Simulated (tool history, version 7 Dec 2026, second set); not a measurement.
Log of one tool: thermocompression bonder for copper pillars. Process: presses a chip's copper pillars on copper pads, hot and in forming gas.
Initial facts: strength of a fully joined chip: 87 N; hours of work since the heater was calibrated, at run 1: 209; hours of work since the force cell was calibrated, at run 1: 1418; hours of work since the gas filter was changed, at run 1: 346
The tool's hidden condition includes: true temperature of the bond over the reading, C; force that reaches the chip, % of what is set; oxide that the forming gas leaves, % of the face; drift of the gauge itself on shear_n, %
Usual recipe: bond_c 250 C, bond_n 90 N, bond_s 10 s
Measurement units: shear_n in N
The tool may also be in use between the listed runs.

run	hour	bond_c	bond_n	bond_s	hours of work since the heater was calibrated	hours of work since the force cell was calibrated	hours of work since the gas filter was changed	shear_n
1	0	250	90	10	209	1418	346	31
2	76.1	250	90	10	254	1463	390	31.1
3	113.6	250	90	10	276	1485	412	31
# hour 146.8: forming gas filter changed
4	172.7	250	69	10	310	1519	15	25.7
5	221.1	250	57	10	339	1548	43	22.1
6	312.5	250	57	10	392	1601	97	22.1
7	367.2	250	57	30	424	1633	129	35.3
8	456.3	237	90	10	476	1685	181	25.6
9	503.5	250	90	10	504	1713	209	31.5
10	574.9	250	90	11	546	1755	251	32.5
11	626.4	250	90	10	576	1785	281	31.1
12	699.3	250	90	13	619	1828	324	33.7
13	779.5	250	90	13	666	1875	371	33.7
14	867.2	250	80	13	717	1926	422	31.8
# hour 881.1: forming gas filter changed
# hour 922.8: force cell calibrated
15	927.9	250	80	13	751	3	27	31.8
# hour 952.3: heater calibrated with a thermocouple chip
16	1021.9	250	80	8	41	57	80	26.9
17	1102.3	250	80	8	88	104	128	26
18	1140.4	250	80	10	110	126	150	29
19	1199.4	250	80	10	145	161	184	28.4
20	1239.2	242	90	10	168	184	208	27.1
21	1296.9	250	90	10	202	218	241	31.1
22	1381.5	250	90	10	251	267	291	30.9
23	1423.5	250	90	10	276	292	316	31.4
24	1471.9	250	64	10	304	320	344	24.5
25	1518.1	250	64	10	331	347	371	24.4
26	1560.2	250	64	10	356	372	396	23.9
# hour 1622.2: forming gas filter changed
27	1634	250	64	10	399	415	7	24.4
28	1698.1	238	92	24	436	453	44	37.8

Forecast run 29:
29	1746.2	238	92	24	465	481	73	?

For run 29 the tool returned shear_n 37.4 N.
Were there no unlogged condition in the tool, this run, its random variation unchanged, would have produced shear_n 37.4 N.
